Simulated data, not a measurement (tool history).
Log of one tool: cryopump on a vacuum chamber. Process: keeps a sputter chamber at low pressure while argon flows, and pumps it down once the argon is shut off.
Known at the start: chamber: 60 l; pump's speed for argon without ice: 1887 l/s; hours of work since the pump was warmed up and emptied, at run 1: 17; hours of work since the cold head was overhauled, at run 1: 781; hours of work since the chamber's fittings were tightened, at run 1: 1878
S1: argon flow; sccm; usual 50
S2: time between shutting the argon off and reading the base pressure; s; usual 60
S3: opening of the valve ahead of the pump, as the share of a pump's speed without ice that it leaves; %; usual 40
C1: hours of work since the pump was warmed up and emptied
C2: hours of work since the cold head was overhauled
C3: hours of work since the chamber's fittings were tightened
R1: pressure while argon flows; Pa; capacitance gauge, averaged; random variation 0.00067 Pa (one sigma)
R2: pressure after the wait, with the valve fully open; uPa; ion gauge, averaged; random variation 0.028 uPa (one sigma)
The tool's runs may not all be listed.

Run 1, hour 0.0: usual settings; C1 17; C2 781; C3 1878. Result: R1 0.1124 Pa, R2 2.62 uPa.
Run 2, hour 35.6: usual settings; C1 38; C2 802; C3 1900. Result: R1 0.1144 Pa, R2 2.64 uPa.
Run 3, hour 67.4: usual settings; C1 57; C2 821; C3 1919. Result: R1 0.1137 Pa, R2 2.67 uPa.
Run 4, hour 104.5: usual settings; C1 80; C2 844; C3 1941. Result: R1 0.1137 Pa, R2 2.74 uPa.
Run 5, hour 128.9: usual settings; C1 94; C2 858; C3 1955. Result: R1 0.1132 Pa, R2 2.76 uPa.
Run 6, hour 150.9: usual settings; C1 107; C2 871; C3 1969. Result: R1 0.1135 Pa, R2 2.78 uPa.
Run 7, hour 172.5: usual settings but S1 70 sccm; C1 120; C2 884; C3 1982. Result: R1 0.1577 Pa, R2 2.74 uPa.
Run 8, hour 218.1: usual settings but S1 88 sccm, S2 28 s, S3 24 %; C1 148; C2 912; C3 2009. Result: R1 0.3306 Pa, R2 4.21 uPa.
Run 9, hour 250.2: usual settings but S2 100 s; C1 167; C2 931; C3 2028. Result: R1 0.1147 Pa, R2 2.33 uPa.
Run 10, hour 270.0: usual settings but S1 23 sccm, S2 42 s, S3 18 %; C1 179; C2 943; C3 2040. Result: R1 0.1149 Pa, R2 3.28 uPa.
Run 11, hour 300.4: usual settings but S1 61 sccm, S2 149 s, S3 18 %; C1 197; C2 961; C3 2058. Result: R1 0.3074 Pa, R2 2.15 uPa.
Run 12, hour 333.4: usual settings but S1 82 sccm, S2 149 s, S3 18 %; C1 216; C2 981; C3 2078. Result: R1 0.4121 Pa, R2 2.13 uPa.
Run 13, hour 355.6: usual settings but S1 82 sccm, S2 149 s, S3 25 %; C1 230; C2 994; C3 2091. Result: R1 0.3008 Pa, R2 2.20 uPa.

Forecast each of these 4 alternatives for the next run:
Run A, hour 396.5: usual settings but S1 95 sccm, S2 75 s, S3 25 %; C1 254; C2 1018; C3 2116. Result: R1 ?, R2 ?.
Run B, hour 396.5: usual settings but S1 55 sccm, S2 71 s, S3 18 %; C1 254; C2 1018; C3 2116. Result: R1 ?, R2 ?.
Run C, hour 396.5: usual settings but S1 47 sccm, S2 258 s; C1 254; C2 1018; C3 2116. Result: R1 ?, R2 ?.
Run D, hour 396.5: usual settings but S1 29 sccm, S2 93 s, S3 25 %; C1 254; C2 1018; C3 2116. Result: R1 ?, R2 ?.

run      R1    R2
  A  0.3479  2.65
  B  0.2791  2.71
  C  0.1099  2.00
  D  0.1059  2.53
Without the tool's hidden state the same runs would have given:
run      R1    R2
  A  0.3397  1.08
  B  0.2743  1.16
  C  0.1058  0.42
  D  0.1034  0.95
